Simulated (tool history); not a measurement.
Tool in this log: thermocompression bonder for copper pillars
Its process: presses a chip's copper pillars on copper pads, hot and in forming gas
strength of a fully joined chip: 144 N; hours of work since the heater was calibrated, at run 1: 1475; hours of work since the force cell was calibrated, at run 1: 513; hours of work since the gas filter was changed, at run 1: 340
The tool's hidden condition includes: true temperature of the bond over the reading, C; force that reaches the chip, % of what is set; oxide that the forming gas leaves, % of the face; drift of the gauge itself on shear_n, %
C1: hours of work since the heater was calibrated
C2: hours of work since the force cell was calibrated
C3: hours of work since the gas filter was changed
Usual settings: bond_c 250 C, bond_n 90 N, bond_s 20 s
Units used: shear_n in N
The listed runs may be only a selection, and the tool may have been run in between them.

run 1 hour=0 | bond_c=250 bond_n=90 bond_s=20 | C1=1475 C2=513 C3=340 | shear_n=69.5
run 2 hour=42.2 | bond_c=250 bond_n=90 bond_s=20 | C1=1502 C2=540 C3=367 | shear_n=69.7
-- hour=53.6 heater calibrated with a thermocouple chip
run 3 hour=76.4 | bond_c=250 bond_n=90 bond_s=20 | C1=14 C2=560 C3=387 | shear_n=58.8
run 4 hour=112 | bond_c=250 bond_n=90 bond_s=20 | C1=37 C2=583 C3=410 | shear_n=58.9
-- hour=136.6 forming gas filter changed
run 5 hour=143.8 | bond_c=250 bond_n=90 bond_s=20 | C1=57 C2=602 C3=5 | shear_n=66.3
run 6 hour=183.2 | bond_c=250 bond_n=90 bond_s=20 | C1=82 C2=628 C3=30 | shear_n=65.1
run 7 hour=233.7 | bond_c=250 bond_n=80 bond_s=12 | C1=114 C2=660 C3=62 | shear_n=47.7
run 8 hour=290.4 | bond_c=236 bond_n=75 bond_s=12 | C1=150 C2=696 C3=98 | shear_n=35.3
run 9 hour=316.7 | bond_c=226 bond_n=75 bond_s=49 | C1=167 C2=712 C3=114 | shear_n=52.6
run 10 hour=341 | bond_c=250 bond_n=66 bond_s=15 | C1=182 C2=728 C3=130 | shear_n=42.3
run 11 hour=369.6 | bond_c=226 bond_n=86 bond_s=49 | C1=200 C2=746 C3=148 | shear_n=61.2

Forecast each of these 5 alternatives for the next run:
run A hour=404.7 | bond_c=272 bond_n=60 bond_s=23 | C1=223 C2=768 C3=170 | shear_n=?
run B hour=404.7 | bond_c=226 bond_n=102 bond_s=49 | C1=223 C2=768 C3=170 | shear_n=?
run C hour=404.7 | bond_c=226 bond_n=86 bond_s=31 | C1=223 C2=768 C3=170 | shear_n=?
run D hour=404.7 | bond_c=262 bond_n=90 bond_s=51 | C1=223 C2=768 C3=170 | shear_n=?
run E hour=404.7 | bond_c=226 bond_n=82 bond_s=49 | C1=223 C2=768 C3=170 | shear_n=?

run=A shear_n=61.3
run=B shear_n=72.2
run=C shear_n=50.8
run=D shear_n=99.4
run=E shear_n=57.8
Take away the tool's hidden state, keep each run's random variation, and the runs would have read:
run=A shear_n=60.7
run=B shear_n=71.7
run=C shear_n=50.1
run=D shear_n=100
run=E shear_n=57.1

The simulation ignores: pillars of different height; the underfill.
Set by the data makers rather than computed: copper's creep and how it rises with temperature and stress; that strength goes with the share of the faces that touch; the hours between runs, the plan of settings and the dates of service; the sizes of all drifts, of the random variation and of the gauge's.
